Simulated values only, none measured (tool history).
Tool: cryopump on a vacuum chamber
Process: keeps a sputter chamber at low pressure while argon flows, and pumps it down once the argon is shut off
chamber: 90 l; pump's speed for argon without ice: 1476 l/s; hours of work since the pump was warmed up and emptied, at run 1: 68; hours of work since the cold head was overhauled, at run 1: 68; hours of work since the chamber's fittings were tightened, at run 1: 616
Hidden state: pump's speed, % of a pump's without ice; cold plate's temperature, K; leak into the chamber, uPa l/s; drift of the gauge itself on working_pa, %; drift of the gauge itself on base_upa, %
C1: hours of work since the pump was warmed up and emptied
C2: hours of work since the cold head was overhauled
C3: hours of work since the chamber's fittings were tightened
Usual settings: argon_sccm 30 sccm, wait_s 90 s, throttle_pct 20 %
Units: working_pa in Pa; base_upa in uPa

run 1 hour=0 | argon_sccm=30 wait_s=90 throttle_pct=20 | C1=68 C2=68 C3=616 | working_pa=0.1738 base_upa=1.41
run 2 hour=18.4 | argon_sccm=30 wait_s=90 throttle_pct=20 | C1=82 C2=82 C3=630 | working_pa=0.1736 base_upa=1.5
run 3 hour=35.2 | argon_sccm=30 wait_s=90 throttle_pct=20 | C1=94 C2=94 C3=642 | working_pa=0.1733 base_upa=1.51
run 4 hour=44.4 | argon_sccm=30 wait_s=90 throttle_pct=20 | C1=101 C2=101 C3=649 | working_pa=0.1738 base_upa=1.49
run 5 hour=59.8 | argon_sccm=45 wait_s=90 throttle_pct=20 | C1=113 C2=113 C3=661 | working_pa=0.259 base_upa=1.46
run 6 hour=69.6 | argon_sccm=30 wait_s=90 throttle_pct=20 | C1=120 C2=120 C3=668 | working_pa=0.173 base_upa=1.47
run 7 hour=86.9 | argon_sccm=30 wait_s=90 throttle_pct=20 | C1=133 C2=133 C3=681 | working_pa=0.175 base_upa=1.52
run 8 hour=100.2 | argon_sccm=30 wait_s=90 throttle_pct=20 | C1=143 C2=143 C3=691 | working_pa=0.1725 base_upa=1.54
run 9 hour=120.1 | argon_sccm=30 wait_s=90 throttle_pct=27 | C1=158 C2=158 C3=706 | working_pa=0.1289 base_upa=1.54
run 10 hour=134 | argon_sccm=30 wait_s=90 throttle_pct=27 | C1=168 C2=168 C3=716 | working_pa=0.1293 base_upa=1.52
run 11 hour=152.1 | argon_sccm=25 wait_s=90 throttle_pct=20 | C1=182 C2=182 C3=730 | working_pa=0.1443 base_upa=1.55
run 12 hour=163 | argon_sccm=25 wait_s=90 throttle_pct=20 | C1=190 C2=190 C3=738 | working_pa=0.1464 base_upa=1.56
run 13 hour=174.5 | argon_sccm=47 wait_s=28 throttle_pct=45 | C1=198 C2=198 C3=746 | working_pa=0.124 base_upa=2.85
run 14 hour=185.6 | argon_sccm=30 wait_s=187 throttle_pct=60 | C1=207 C2=207 C3=755 | working_pa=0.0608 base_upa=1.23
run 15 hour=207.3 | argon_sccm=17 wait_s=118 throttle_pct=20 | C1=223 C2=223 C3=771 | working_pa=0.099 base_upa=1.5
run 16 hour=226.8 | argon_sccm=28 wait_s=118 throttle_pct=22 | C1=238 C2=238 C3=786 | working_pa=0.1491 base_upa=1.51
run 17 hour=243.1 | argon_sccm=30 wait_s=131 throttle_pct=20 | C1=250 C2=250 C3=798 | working_pa=0.1751 base_upa=1.53
run 18 hour=261.7 | argon_sccm=14 wait_s=49 throttle_pct=24 | C1=264 C2=264 C3=812 | working_pa=0.0679 base_upa=2.22
run 19 hour=283.6 | argon_sccm=14 wait_s=49 throttle_pct=24 | C1=280 C2=280 C3=828 | working_pa=0.0684 base_upa=2.2
run 20 hour=304.8 | argon_sccm=14 wait_s=49 throttle_pct=24 | C1=296 C2=296 C3=844 | working_pa=0.0687 base_upa=2.3

Forecast run 21:
run 21 hour=323.6 | argon_sccm=30 wait_s=53 throttle_pct=17 | C1=310 C2=310 C3=858 | working_pa=? base_upa=?

{"run 21": {"working_pa": 0.2064, "base_upa": 2.12}}
Without the tool's hidden state the same run would have given working_pa 0.202 Pa, base_upa 1.2 uPa.
